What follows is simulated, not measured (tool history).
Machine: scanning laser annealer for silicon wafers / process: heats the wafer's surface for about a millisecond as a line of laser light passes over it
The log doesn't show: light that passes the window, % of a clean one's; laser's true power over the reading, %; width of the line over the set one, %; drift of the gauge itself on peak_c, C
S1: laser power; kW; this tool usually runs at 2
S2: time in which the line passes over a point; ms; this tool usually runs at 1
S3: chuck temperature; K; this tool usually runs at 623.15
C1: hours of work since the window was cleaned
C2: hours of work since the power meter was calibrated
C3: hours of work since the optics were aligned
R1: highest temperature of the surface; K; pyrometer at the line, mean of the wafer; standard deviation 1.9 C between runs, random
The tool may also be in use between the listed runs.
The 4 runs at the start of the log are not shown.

Run 5, hour 185.5: usual settings but S1 1.803 kW; C1 32; C2 728; C3 1354. Result: R1 1265.15 K.
Run 6, hour 224.2: usual settings; C1 52; C2 748; C3 1374. Result: R1 1352.15 K.
Run 7, hour 256.6: usual settings; C1 68; C2 764; C3 1390. Result: R1 1349.15 K.
Run 8, hour 314.3: usual settings; C1 97; C2 793; C3 1419. Result: R1 1344.15 K.
At hour 344.2: window over the wafer cleaned, once more.
Run 9, hour 365.4: usual settings; C1 11; C2 817; C3 1443. Result: R1 1405.15 K.
Run 10, hour 416.2: usual settings; C1 36; C2 843; C3 1469. Result: R1 1405.15 K.
Run 11, hour 444.8: usual settings; C1 50; C2 857; C3 1483. Result: R1 1402.15 K.
Run 12, hour 490: usual settings but S3 606.15 K; C1 73; C2 879; C3 1505. Result: R1 1377.15 K.
Run 13, hour 546.2: usual settings but S3 606.15 K; C1 101; C2 907; C3 1533. Result: R1 1379.15 K.
Run 14, hour 574.5: usual settings but S1 1.969 kW, S3 606.15 K; C1 115; C2 922; C3 1548. Result: R1 1360.15 K.
Run 15, hour 600.2: usual settings; C1 128; C2 934; C3 1560. Result: R1 1390.15 K.
Run 16, hour 654.2: usual settings; C1 155; C2 961; C3 1587. Result: R1 1385.15 K.
Run 17, hour 679.1: usual settings; C1 167; C2 974; C3 1600. Result: R1 1383.15 K.
Run 18, hour 722.8: usual settings but S2 0.84 ms; C1 189; C2 996; C3 1622. Result: R1 1328.15 K.
Run 19, hour 753.9: usual settings but S1 1.901 kW, S3 617.15 K; C1 204; C2 1011; C3 1637. Result: R1 1328.15 K.
Run 20, hour 785.8: usual settings but S1 1.901 kW, S3 617.15 K; C1 220; C2 1027; C3 1653. Result: R1 1331.15 K.
Run 21, hour 826.3: usual settings but S1 1.884 kW, S3 629.15 K; C1 241; C2 1047; C3 1673. Result: R1 1326.15 K.
Run 22, hour 856.3: usual settings but S1 1.861 kW, S3 659.15 K; C1 256; C2 1062; C3 1688. Result: R1 1343.15 K.
Run 23, hour 898.2: usual settings but S1 2.086 kW, S3 639.15 K; C1 276; C2 1083; C3 1709. Result: R1 1427.15 K.

Forecast run 24:
Run 24, hour 951.2: usual settings but S1 1.896 kW, S3 639.15 K; C1 303; C2 1110; C3 1736. Result: R1 ?.

{"run 24": {"R1": 1334.15}}
Were there no unlogged condition in the tool, this run, its random variation unchanged, would have produced R1 1386.15 K.
